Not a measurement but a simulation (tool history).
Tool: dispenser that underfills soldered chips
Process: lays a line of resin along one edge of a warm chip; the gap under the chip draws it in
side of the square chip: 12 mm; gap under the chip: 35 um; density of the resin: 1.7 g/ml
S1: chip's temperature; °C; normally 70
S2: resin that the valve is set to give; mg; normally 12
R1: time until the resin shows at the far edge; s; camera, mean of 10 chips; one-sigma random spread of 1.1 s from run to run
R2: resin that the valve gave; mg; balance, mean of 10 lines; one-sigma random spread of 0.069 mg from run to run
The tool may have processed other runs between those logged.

run	day	S1	S2	R1	R2
1	0	70	12	121.6	11.88
2	0.117	65	12	156.8	11.95
3	0.225	70	11.2	141.6	11.1
# day 0.333: new syringe of resin
4	0.438	70	11.2	111.7	11.27
5	0.538	70	11.2	120.8	11.11
6	0.75	70	12.1	132	11.95
7	0.879	70	13.2	140.1	13.04
# day 0.954: new syringe of resin
8	1.067	70	13.2	109.5	13.02
9	1.288	56	12	210.6	11.82
10	1.417	56	12	226.7	11.96
# day 1.562: new syringe of resin
11	1.65	70	12	108.4	11.75
12	1.771	72	12	109.4	11.79
13	2.004	70	10.7	136.4	10.5
# day 2.175: new syringe of resin
14	2.196	76	13	83.9	12.67
15	2.312	76	13	88.4	12.5
16	2.521	76	13	99.9	12.5
17	2.654	76	13	109.1	12.51
# day 2.783: new syringe of resin
18	2.821	78	11.4	79.8	11.07
19	2.925	78	11.4	85.9	10.95
20	3.108	64	10.9	156.2	10.47
21	3.325	64	10.9	177.7	10.47

Predict the results of run 22:
# day 3.396: new syringe of resin
22	3.442	84	13.5	?	?

{"run 22": {"R1": 63.5, "R2": 12.97}}
With the hidden condition absent and the run-to-run variation left alone, this run would have shown R1 64.5 s, R2 13.57 mg.
